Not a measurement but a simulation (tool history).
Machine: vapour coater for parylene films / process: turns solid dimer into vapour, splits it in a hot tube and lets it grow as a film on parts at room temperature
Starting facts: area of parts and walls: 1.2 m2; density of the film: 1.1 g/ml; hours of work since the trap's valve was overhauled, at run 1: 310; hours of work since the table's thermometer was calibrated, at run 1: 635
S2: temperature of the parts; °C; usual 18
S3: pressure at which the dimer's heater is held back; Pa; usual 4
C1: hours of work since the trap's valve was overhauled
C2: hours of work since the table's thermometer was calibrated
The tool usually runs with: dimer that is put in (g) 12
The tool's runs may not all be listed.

Run 1, hour 0: usual settings; C1 310; C2 635. Result: thickness of the film (um) 6.84.
Run 2, hour 37.3: usual settings; C1 336; C2 661. Result: thickness of the film (um) 6.94.
Run 3, hour 74.8: usual settings; C1 363; C2 688. Result: thickness of the film (um) 6.9.
Run 4, hour 118.2: usual settings; C1 394; C2 719. Result: thickness of the film (um) 6.83.
Run 5, hour 154.7: usual settings; C1 420; C2 745. Result: thickness of the film (um) 6.86.
Run 6, hour 182.5: usual settings; C1 439; C2 764. Result: thickness of the film (um) 6.94.
Run 7, hour 240.8: usual settings; C1 481; C2 806. Result: thickness of the film (um) 6.8.
Run 8, hour 275.3: usual settings; C1 505; C2 830. Result: thickness of the film (um) 6.85.
At hour 294.4: table's thermometer calibrated.
Run 9, hour 301.2: usual settings; C1 523; C2 5. Result: thickness of the film (um) 6.9.
Run 10, hour 345: usual settings; C1 554; C2 36. Result: thickness of the film (um) 6.83.
At hour 379.8: trap's valve overhauled.
Run 11, hour 390.7: usual settings; C1 8; C2 66. Result: thickness of the film (um) 6.84.
Run 12, hour 421.7: usual settings; C1 30; C2 88. Result: thickness of the film (um) 6.8.
Run 13, hour 446.1: usual settings but dimer that is put in (g) 8; C1 47; C2 105. Result: thickness of the film (um) 4.55.
Run 14, hour 495.6: usual settings but S2 17 °C; C1 82; C2 140. Result: thickness of the film (um) 7.17.
Run 15, hour 534.1: usual settings but S2 17 °C; C1 110; C2 167. Result: thickness of the film (um) 7.05.
Run 16, hour 581: usual settings but S2 17 °C; C1 143; C2 201. Result: thickness of the film (um) 7.17.
Run 17, hour 606.2: usual settings; C1 161; C2 219. Result: thickness of the film (um) 6.82.
Run 18, hour 637.3: usual settings but dimer that is put in (g) 7; C1 183; C2 241. Result: thickness of the film (um) 4.07.
Run 19, hour 666.6: usual settings; C1 204; C2 262. Result: thickness of the film (um) 6.9.
Run 20, hour 713.9: usual settings; C1 237; C2 295. Result: thickness of the film (um) 6.94.
Run 21, hour 768.1: usual settings but dimer that is put in (g) 13; C1 276; C2 334. Result: thickness of the film (um) 7.48.
Run 22, hour 815.4: usual settings but S2 11 °C, S3 2.31 Pa; C1 310; C2 367. Result: thickness of the film (um) 8.89.
Run 23, hour 841.7: usual settings but S2 25 °C; C1 328; C2 386. Result: thickness of the film (um) 5.53.
Run 24, hour 896.6: usual settings but dimer that is put in (g) 22, S3 3.29 Pa; C1 367; C2 425. Result: thickness of the film (um) 12.99.
Run 25, hour 923.3: usual settings but dimer that is put in (g) 11, S2 19 °C, S3 11.23 Pa; C1 386; C2 444. Result: thickness of the film (um) 5.07.
Run 26, hour 965.8: usual settings but dimer that is put in (g) 9, S2 27 °C, S3 6.02 Pa; C1 416; C2 474. Result: thickness of the film (um) 3.59.
Run 27, hour 1016.3: usual settings but dimer that is put in (g) 9, S2 27 °C, S3 8.27 Pa; C1 452; C2 510. Result: thickness of the film (um) 3.5.
Run 28, hour 1071.8: usual settings but S2 19 °C, S3 10.86 Pa; C1 492; C2 550. Result: thickness of the film (um) 5.68.
Run 29, hour 1107.9: usual settings but S2 19 °C, S3 10.86 Pa; C1 517; C2 575. Result: thickness of the film (um) 5.64.
Run 30, hour 1141.3: usual settings but S2 19 °C, S3 10.86 Pa; C1 541; C2 599. Result: thickness of the film (um) 5.5.
Run 31, hour 1169.1: usual settings but dimer that is put in (g) 16, S2 19 °C, S3 10.01 Pa; C1 561; C2 619. Result: thickness of the film (um) 7.54.
At hour 1194.6: trap's valve overhauled.
Run 32, hour 1223: usual settings but dimer that is put in (g) 16, S2 19 °C, S3 10.01 Pa; C1 20; C2 654. Result: thickness of the film (um) 7.66.
Run 33, hour 1250.2: usual settings but dimer that is put in (g) 16, S2 19 °C, S3 10.01 Pa; C1 39; C2 674. Result: thickness of the film (um) 7.63.
Run 34, hour 1300.1: usual settings but dimer that is put in (g) 17, S2 27 °C, S3 10.01 Pa; C1 75; C2 709. Result: thickness of the film (um) 6.33.
Run 35, hour 1354.5: usual settings but dimer that is put in (g) 6, S2 21 °C, S3 10.52 Pa; C1 114; C2 748. Result: thickness of the film (um) 2.67.
Run 36, hour 1396.6: usual settings but dimer that is put in (g) 6, S2 21 °C, S3 10.52 Pa; C1 144; C2 778. Result: thickness of the film (um) 2.65.
Run 37, hour 1429.4: usual settings but dimer that is put in (g) 15, S2 16 °C, S3 8.07 Pa; C1 167; C2 801. Result: thickness of the film (um) 8.09.

Entry by entry between the runs, the difference in hidden state between the last listed run before and the first listed run after:
After run 8, before run 9: table's thermometer calibrated (hour 294.4)
  true temperature of the parts over the reading, C: -0.04 -> 0
After run 10, before run 11: trap's valve overhauled (hour 379.8)
  vapour lost through the trap's worn valve, %: 0.3 -> 0
After run 31, before run 32: trap's valve overhauled (hour 1194.6)
  vapour lost through the trap's worn valve, %: 0.3 -> 0

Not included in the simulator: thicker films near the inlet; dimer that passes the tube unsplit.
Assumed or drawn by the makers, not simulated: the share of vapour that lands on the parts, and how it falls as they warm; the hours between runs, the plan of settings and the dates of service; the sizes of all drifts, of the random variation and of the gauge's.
